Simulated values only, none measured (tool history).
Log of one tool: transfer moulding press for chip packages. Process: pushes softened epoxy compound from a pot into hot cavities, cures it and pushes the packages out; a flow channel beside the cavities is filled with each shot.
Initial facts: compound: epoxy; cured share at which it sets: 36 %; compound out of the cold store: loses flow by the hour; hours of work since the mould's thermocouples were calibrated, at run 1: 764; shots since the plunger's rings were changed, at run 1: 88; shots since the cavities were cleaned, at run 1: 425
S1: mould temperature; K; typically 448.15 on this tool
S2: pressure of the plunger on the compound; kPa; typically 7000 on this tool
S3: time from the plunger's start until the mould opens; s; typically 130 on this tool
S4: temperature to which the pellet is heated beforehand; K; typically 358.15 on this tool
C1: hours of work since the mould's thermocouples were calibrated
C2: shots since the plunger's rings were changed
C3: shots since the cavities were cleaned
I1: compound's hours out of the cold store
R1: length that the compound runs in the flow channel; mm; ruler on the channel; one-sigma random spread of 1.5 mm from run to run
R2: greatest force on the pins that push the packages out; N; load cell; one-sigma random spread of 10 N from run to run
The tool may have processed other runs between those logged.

run   hour      S1    S2   S3      S4   C1    C2   C3    I1   R1   R2
  1      0  448.15  7000  130  358.15  764    88  425  23.7  752  619
  2     16  448.15  7000  130  358.15  775   242  579  37.5  710  621
        29  -- cavities cleaned with cleaning compound and waxed
  3   36.5  448.15  7000  130  358.15  787   426   73  22.4  751  523
  4   63.3  448.15  7000  130  358.15  805   684  331    25  743  571
  5   91.1  448.15  7000  130  358.15  824   953  600   8.8  788  637
     102.5  -- cavities cleaned with cleaning compound and waxed
  6  122.1  448.15  7000  130  358.15  843  1237  189  24.7  740  541
     136.9  -- mould's thermocouples calibrated
  7  140.9  448.15  7000  130  358.15    3  1400  352  47.6  682  578
  8  159.5  448.15  7000  130  358.15   15  1579  531  24.6  743  627
     177.4  -- cavities cleaned with cleaning compound and waxed
  9  177.4  448.15  7000  130  358.15   26  1738    0   8.2  789  502
 10  208.1  448.15  7000  130  358.15   46  2034  296  39.3  698  569
 11  227.6  448.15  7000  130  358.15   60  2222  484  44.5  684  583
       251  -- cavities cleaned with cleaning compound and waxed
 12  251.6  448.15  7000  130  358.15   74  2439    6  45.3  682  472
 13  275.6  448.15  7000  130  358.15   91  2671  238  22.8  744  571
 14  297.9  448.15  7000  130  358.15  105  2886  453  24.4  736  603
     323.2  -- cavities cleaned with cleaning compound and waxed
 15    329  448.15  7000  130  358.15  125  3171   55  13.9  764  524
 16  354.5  448.15  5940  130  358.15  142  3418  302  37.3  643  590
 17  373.9  449.15  6990  149  352.15  155  3605  489  34.8  700  553
     396.2  -- cavities cleaned with cleaning compound and waxed
 18  408.3  449.15  6990  149  352.15  177  3923  117  26.6  719  452

Expected results for the next run?
 19  435.6  452.15  8540  149  352.15  195  4186  380  14   ?   ?

R1: 817 mm
R2: 496 N
Were there no unlogged condition in the tool, this run, its random variation unchanged, would have produced R1 845 mm, R2 413 N.
